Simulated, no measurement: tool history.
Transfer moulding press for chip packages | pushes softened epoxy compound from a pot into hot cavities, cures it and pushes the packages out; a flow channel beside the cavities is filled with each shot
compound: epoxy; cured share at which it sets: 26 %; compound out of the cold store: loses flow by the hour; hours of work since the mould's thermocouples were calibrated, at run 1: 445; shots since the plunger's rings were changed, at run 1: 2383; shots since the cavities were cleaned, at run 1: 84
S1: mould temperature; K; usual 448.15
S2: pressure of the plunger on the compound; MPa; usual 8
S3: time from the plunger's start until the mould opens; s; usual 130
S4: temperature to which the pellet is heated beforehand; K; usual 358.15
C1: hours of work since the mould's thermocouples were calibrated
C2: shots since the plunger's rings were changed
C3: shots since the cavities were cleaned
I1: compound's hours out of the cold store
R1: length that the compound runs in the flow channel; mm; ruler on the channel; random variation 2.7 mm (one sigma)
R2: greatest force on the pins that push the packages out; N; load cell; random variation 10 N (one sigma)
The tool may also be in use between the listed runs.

run,hour,S1,S2,S3,S4,C1,C2,C3,I1,R1,R2
1,0,448.15,8,130,358.15,445,2383,84,20.2,582,531
2,23.8,448.15,8,130,358.15,459,2600,301,40.4,504,627
3,40,448.15,8,130,358.15,469,2747,448,39.3,508,679
4,53.4,448.15,8,130,358.15,477,2869,570,36,518,702
5,71.3,448.15,8,130,362.15,487,3032,733,10.8,616,759
6,87.7,448.15,8,130,362.15,497,3182,883,41.3,498,761
7,99.6,448.15,8,130,362.15,504,3290,991,13.6,605,791
# hour 115.1: cavities cleaned with cleaning compound and waxed
8,115.1,448.15,8,130,362.15,512,3418,0,25.3,555,487
9,129,451.15,8,162,362.15,520,3544,126,43.6,484,525
10,141.2,449.15,6.91,134,355.15,527,3655,237,33,490,597
11,154.5,443.15,8,126,358.15,535,3777,359,29.1,543,778

4 ways to go on from here, each from the tool as it stands after run 11. What would each give?
A,168.3,443.15,8,130,358.15,543,3902,484,26.6,?,?
B,168.3,448.15,8,130,355.15,543,3902,484,44.9,?,?
C,168.3,455.15,8.3,113,358.15,543,3902,484,27.3,?,?
D,168.3,443.15,6.48,126,358.15,543,3902,484,25.5,?,?

run,R1,R2
A,552,824
B,487,708
C,545,700
D,498,868
Without the tool's hidden state the same runs would have given:
run,R1,R2
A,571,566
B,504,490
C,564,486
D,516,596
